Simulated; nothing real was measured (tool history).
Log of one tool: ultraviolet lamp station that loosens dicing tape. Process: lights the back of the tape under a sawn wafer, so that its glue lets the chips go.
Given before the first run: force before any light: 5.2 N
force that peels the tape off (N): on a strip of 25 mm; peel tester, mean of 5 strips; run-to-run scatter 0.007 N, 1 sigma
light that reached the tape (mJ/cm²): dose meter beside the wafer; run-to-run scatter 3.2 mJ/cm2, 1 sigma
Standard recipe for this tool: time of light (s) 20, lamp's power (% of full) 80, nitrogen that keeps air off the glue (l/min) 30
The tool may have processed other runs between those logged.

run   hour  time of light (s)  lamp's power (% of full)  nitrogen that keeps air off the glue (l/min)  force that peels the tape off (N)  light that reached the tape (mJ/cm²)
  1    0.0                 20                        80                                            30                              0.303                                   412
  2   62.2                 20                        80                                            30                              0.294                                   398
  3  131.0                 20                        80                                            30                              0.307                                   393
  4  178.4                 20                        80                                            30                              0.308                                   391
  5  245.2                 20                        80                                            30                              0.334                                   377
  6  297.2                 20                        80                                            30                              0.334                                   372
     324.1  -- window cleaned of glue's vapour
  7  368.8                 20                        80                                            30                              0.304                                   408
  8  422.0                 20                        80                                            30                              0.317                                   405
  9  502.8                 20                        80                                            30                              0.326                                   394
 10  575.6                 20                        80                                            35                              0.328                                   389
 11  618.9                 20                        65                                            26                              0.492                                   310
 12  699.1                 20                        82                                            26                              0.357                                   379
 13  765.4                 20                        84                                            55                              0.287                                   385
 14  847.3                 20                        84                                            55                              0.300                                   373
 15  890.4                 31                        63                                            24                              0.283                                   427

Run 16 is up next; what results do you expect?
 16  936.4                 20                        66                                            11                                  ?                                     ?

Run 16 came out at force that peels the tape off (N) 0.817, light that reached the tape (mJ/cm²) 287.
With no hidden state in the tool, this same run would have given force that peels the tape off (N) 0.439, light that reached the tape (mJ/cm²) 417.
